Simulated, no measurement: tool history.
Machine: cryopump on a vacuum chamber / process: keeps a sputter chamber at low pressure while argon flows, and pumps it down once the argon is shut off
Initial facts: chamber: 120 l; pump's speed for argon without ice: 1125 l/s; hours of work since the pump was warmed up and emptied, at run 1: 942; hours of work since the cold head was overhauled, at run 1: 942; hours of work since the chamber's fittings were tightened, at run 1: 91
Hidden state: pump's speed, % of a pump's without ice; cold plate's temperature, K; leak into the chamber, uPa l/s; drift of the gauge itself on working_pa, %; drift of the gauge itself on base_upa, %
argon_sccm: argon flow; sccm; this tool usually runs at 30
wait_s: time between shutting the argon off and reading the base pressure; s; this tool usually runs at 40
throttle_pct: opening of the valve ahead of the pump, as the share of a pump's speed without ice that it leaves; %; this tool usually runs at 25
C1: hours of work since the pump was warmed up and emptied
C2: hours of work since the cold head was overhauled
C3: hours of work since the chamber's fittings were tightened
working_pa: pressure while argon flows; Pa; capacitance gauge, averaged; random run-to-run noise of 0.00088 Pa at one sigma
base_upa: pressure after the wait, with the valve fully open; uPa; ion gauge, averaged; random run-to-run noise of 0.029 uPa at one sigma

Run 1, day 0.000: usual settings; C1 942; C2 942; C3 91. Result: working_pa 0.1875 Pa, base_upa 1.50 uPa.
Run 2, day 1.321: usual settings but argon_sccm 46 sccm; C1 965; C2 965; C3 114. Result: working_pa 0.2888 Pa, base_upa 1.50 uPa.
Run 3, day 2.842: usual settings but wait_s 131 s; C1 992; C2 992; C3 141. Result: working_pa 0.1856 Pa, base_upa 0.75 uPa.
At day 4.088: pump warmed up, emptied and cooled again.
Run 4, day 4.117: usual settings but argon_sccm 14 sccm; C1 0; C2 1011; C3 160. Result: working_pa 0.0849 Pa, base_upa 1.47 uPa.
Run 5, day 5.333: usual settings; C1 22; C2 1033; C3 182. Result: working_pa 0.1804 Pa, base_upa 1.44 uPa.
Run 6, day 6.712: usual settings but wait_s 145 s; C1 47; C2 1057; C3 206. Result: working_pa 0.1813 Pa, base_upa 0.68 uPa.
Run 7, day 8.308: usual settings but wait_s 145 s; C1 75; C2 1086; C3 235. Result: working_pa 0.1817 Pa, base_upa 0.68 uPa.
Run 8, day 9.804: usual settings but wait_s 145 s; C1 101; C2 1112; C3 261. Result: working_pa 0.1817 Pa, base_upa 0.70 uPa.
Run 9, day 11.900: usual settings but argon_sccm 43 sccm, wait_s 145 s; C1 139; C2 1150; C3 298. Result: working_pa 0.2628 Pa, base_upa 0.69 uPa.
Run 10, day 12.992: usual settings but argon_sccm 43 sccm, wait_s 145 s; C1 158; C2 1169; C3 318. Result: working_pa 0.2598 Pa, base_upa 0.70 uPa.
Run 11, day 14.425: usual settings but argon_sccm 43 sccm, wait_s 145 s; C1 184; C2 1194; C3 343. Result: working_pa 0.2613 Pa, base_upa 0.71 uPa.
Run 12, day 15.400: usual settings but argon_sccm 16 sccm, wait_s 145 s; C1 201; C2 1212; C3 360. Result: working_pa 0.0969 Pa, base_upa 0.73 uPa.
Run 13, day 16.721: usual settings but argon_sccm 16 sccm, wait_s 145 s; C1 224; C2 1235; C3 384. Result: working_pa 0.0961 Pa, base_upa 0.74 uPa.
Run 14, day 18.171: usual settings but argon_sccm 16 sccm, wait_s 145 s; C1 250; C2 1261; C3 410. Result: working_pa 0.0953 Pa, base_upa 0.72 uPa.
Run 15, day 19.479: usual settings but argon_sccm 16 sccm, wait_s 145 s; C1 273; C2 1284; C3 433. Result: working_pa 0.0975 Pa, base_upa 0.78 uPa.
Run 16, day 21.362: usual settings but argon_sccm 16 sccm, wait_s 145 s; C1 307; C2 1318; C3 466. Result: working_pa 0.0979 Pa, base_upa 0.77 uPa.
Run 17, day 23.267: usual settings but argon_sccm 16 sccm, wait_s 145 s; C1 341; C2 1351; C3 500. Result: working_pa 0.0970 Pa, base_upa 0.75 uPa.
Run 18, day 24.454: usual settings but wait_s 108 s; C1 362; C2 1373; C3 521. Result: working_pa 0.1845 Pa, base_upa 0.84 uPa.
Run 19, day 25.929: usual settings but wait_s 108 s; C1 388; C2 1399; C3 547. Result: working_pa 0.1843 Pa, base_upa 0.85 uPa.
Run 20, day 27.033: usual settings but argon_sccm 20 sccm, wait_s 90 s, throttle_pct 15 %; C1 408; C2 1418; C3 567. Result: working_pa 0.2044 Pa, base_upa 1.00 uPa.
Run 21, day 28.038: usual settings but argon_sccm 23 sccm, wait_s 63 s, throttle_pct 29 %; C1 425; C2 1436; C3 585. Result: working_pa 0.1215 Pa, base_upa 1.14 uPa.
Run 22, day 29.579: usual settings but argon_sccm 59 sccm, wait_s 90 s, throttle_pct 29 %; C1 453; C2 1464; C3 612. Result: working_pa 0.3128 Pa, base_upa 1.00 uPa.
Run 23, day 30.858: usual settings but argon_sccm 14 sccm, wait_s 217 s, throttle_pct 30 %; C1 475; C2 1486; C3 635. Result: working_pa 0.0720 Pa, base_upa 0.65 uPa.
Run 24, day 31.992: usual settings but argon_sccm 17 sccm, wait_s 300 s, throttle_pct 30 %; C1 496; C2 1506; C3 655. Result: working_pa 0.0875 Pa, base_upa 0.61 uPa.
Run 25, day 33.488: usual settings but argon_sccm 12 sccm; C1 522; C2 1533; C3 682. Result: working_pa 0.0747 Pa, base_upa 1.57 uPa.
Run 26, day 35.375: usual settings but argon_sccm 14 sccm, wait_s 250 s, throttle_pct 45 %; C1 556; C2 1566; C3 715. Result: working_pa 0.0484 Pa, base_upa 0.66 uPa.
Run 27, day 36.525: usual settings but argon_sccm 13 sccm, wait_s 130 s, throttle_pct 49 %; C1 576; C2 1587; C3 736. Result: working_pa 0.0421 Pa, base_upa 0.79 uPa.
Run 28, day 37.833: usual settings but argon_sccm 20 sccm, wait_s 149 s, throttle_pct 33 %; C1 599; C2 1610; C3 759. Result: working_pa 0.0952 Pa, base_upa 0.80 uPa.
Run 29, day 39.729: usual settings but argon_sccm 22 sccm, wait_s 195 s, throttle_pct 51 %; C1 633; C2 1644; C3 793. Result: working_pa 0.0682 Pa, base_upa 0.75 uPa.
Run 30, day 41.454: usual settings but argon_sccm 22 sccm, wait_s 195 s, throttle_pct 51 %; C1 664; C2 1674; C3 823. Result: working_pa 0.0679 Pa, base_upa 0.76 uPa.
Run 31, day 42.588: usual settings but argon_sccm 28 sccm, wait_s 132 s, throttle_pct 51 %; C1 684; C2 1695; C3 843. Result: working_pa 0.0876 Pa, base_upa 0.87 uPa.
Run 32, day 44.312: usual settings but argon_sccm 59 sccm, throttle_pct 37 %; C1 714; C2 1725; C3 874. Result: working_pa 0.2509 Pa, base_upa 1.61 uPa.
Run 33, day 46.121: usual settings but argon_sccm 59 sccm, throttle_pct 37 %; C1 746; C2 1757; C3 906. Result: working_pa 0.2496 Pa, base_upa 1.61 uPa.
Run 34, day 47.612: usual settings but argon_sccm 47 sccm, wait_s 42 s, throttle_pct 43 %; C1 773; C2 1784; C3 933. Result: working_pa 0.1738 Pa, base_upa 1.62 uPa.
Run 35, day 49.296: usual settings but argon_sccm 24 sccm, throttle_pct 19 %; C1 803; C2 1814; C3 962. Result: working_pa 0.1951 Pa, base_upa 1.71 uPa.

Here are 3 independent what-if runs from the current tool condition. What would each one return?
Run A, day 50.812: usual settings but argon_sccm 23 sccm, wait_s 196 s; C1 830; C2 1841; C3 989. Result: working_pa ?, base_upa ?.
Run B, day 50.812: usual settings but argon_sccm 38 sccm, wait_s 87 s, throttle_pct 19 %; C1 830; C2 1841; C3 989. Result: working_pa ?, base_upa ?.
Run C, day 50.812: usual settings but argon_sccm 35 sccm, wait_s 65 s; C1 830; C2 1841; C3 989. Result: working_pa ?, base_upa ?.

run  working_pa  base_upa
  A      0.1439      0.81
  B      0.3085      1.09
  C      0.2174      1.25
Without the tool's unlogged condition, the same runs would have read:
run  working_pa  base_upa
  A      0.1387      0.50
  B      0.3000      0.79
  C      0.2095      0.95
